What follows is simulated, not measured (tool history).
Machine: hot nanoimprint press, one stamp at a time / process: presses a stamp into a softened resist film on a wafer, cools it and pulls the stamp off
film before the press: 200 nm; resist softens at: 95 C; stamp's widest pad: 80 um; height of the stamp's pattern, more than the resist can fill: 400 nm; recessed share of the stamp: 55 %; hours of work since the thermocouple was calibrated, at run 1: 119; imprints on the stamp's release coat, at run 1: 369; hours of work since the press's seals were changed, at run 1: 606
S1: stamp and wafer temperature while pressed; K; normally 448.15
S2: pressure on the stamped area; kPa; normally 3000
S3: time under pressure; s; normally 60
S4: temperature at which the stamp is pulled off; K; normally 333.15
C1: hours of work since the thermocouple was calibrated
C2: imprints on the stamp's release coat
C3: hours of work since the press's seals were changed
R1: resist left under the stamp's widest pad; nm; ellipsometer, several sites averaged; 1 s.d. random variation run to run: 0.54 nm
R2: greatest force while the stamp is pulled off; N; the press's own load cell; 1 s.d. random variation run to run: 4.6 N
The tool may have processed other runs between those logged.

run	hour	S1	S2	S3	S4	C1	C2	C3	R1	R2
1	0.0	448.15	3000	60	333.15	119	369	606	117.2	232
2	21.0	446.15	3000	60	333.15	131	456	618	122.3	239
3	37.0	446.15	3000	60	333.15	141	523	628	122.3	241
4	50.9	446.15	3000	39	333.15	149	581	635	138.3	247
5	63.8	446.15	3000	39	333.15	156	635	643	137.2	242
6	80.9	448.15	3000	60	333.15	166	706	653	116.9	241
7	96.9	448.15	3000	60	333.15	175	773	662	115.7	251
8	117.8	448.15	3000	60	333.15	187	860	674	116.2	244
9	142.4	448.15	3000	60	333.15	201	962	688	115.9	257
# hour 147.5: plate thermocouple calibrated
10	159.0	448.15	3000	60	333.15	7	1020	696	115.0	253
11	179.2	448.15	3000	60	333.15	18	1104	708	115.6	261
12	202.7	448.15	3000	60	333.15	32	1202	721	114.5	258
13	214.7	448.15	3000	60	333.15	39	1252	728	114.5	272
14	235.1	448.15	3000	60	333.15	50	1337	740	114.2	259
15	247.5	448.15	3000	60	333.15	57	1388	747	114.1	266
16	261.8	447.15	3490	46	337.15	66	1448	755	120.8	264
17	274.8	437.15	2250	60	341.15	73	1502	762	159.5	251
18	292.8	452.15	4420	42	324.15	84	1577	773	99.1	287
# hour 300.3: plate thermocouple calibrated, once more
19	314.2	455.15	3000	68	333.15	8	1654	783	94.2	275
20	338.7	448.15	2850	60	322.15	22	1757	798	121.0	310
21	357.2	448.15	2850	60	322.15	33	1834	808	121.0	305
22	380.4	455.15	3000	43	333.15	46	1930	821	110.9	281
23	395.0	448.15	3660	60	330.15	54	1991	830	109.2	301
24	420.3	453.15	3660	60	330.15	69	2097	844	94.7	293
25	432.1	448.15	2660	60	333.15	76	2146	851	123.5	291
# hour 454.0: stamp cleaned and given a new release coat
26	457.7	448.15	2660	105	333.15	87	16	862	102.6	226
27	473.0	448.15	2660	105	333.15	96	80	871	103.3	224
28	494.5	456.15	3650	44	329.15	108	169	884	98.2	234
29	510.0	456.15	3650	44	329.15	117	234	893	97.7	239

3 options for the next run, each taken on its own from the tool as it stands now. Forecast them:
A	524.8	449.15	3000	33	333.15	126	296	901	?	?
B	524.8	456.15	2470	44	329.15	126	296	901	?	?
C	524.8	456.15	2030	40	328.15	126	296	901	?	?

run	R1	R2
A	136.2	231
B	113.9	235
C	125.2	235
Without the tool's unlogged condition, the same runs would have read:
run	R1	R2
A	135.3	223
B	113.2	227
C	125.0	226
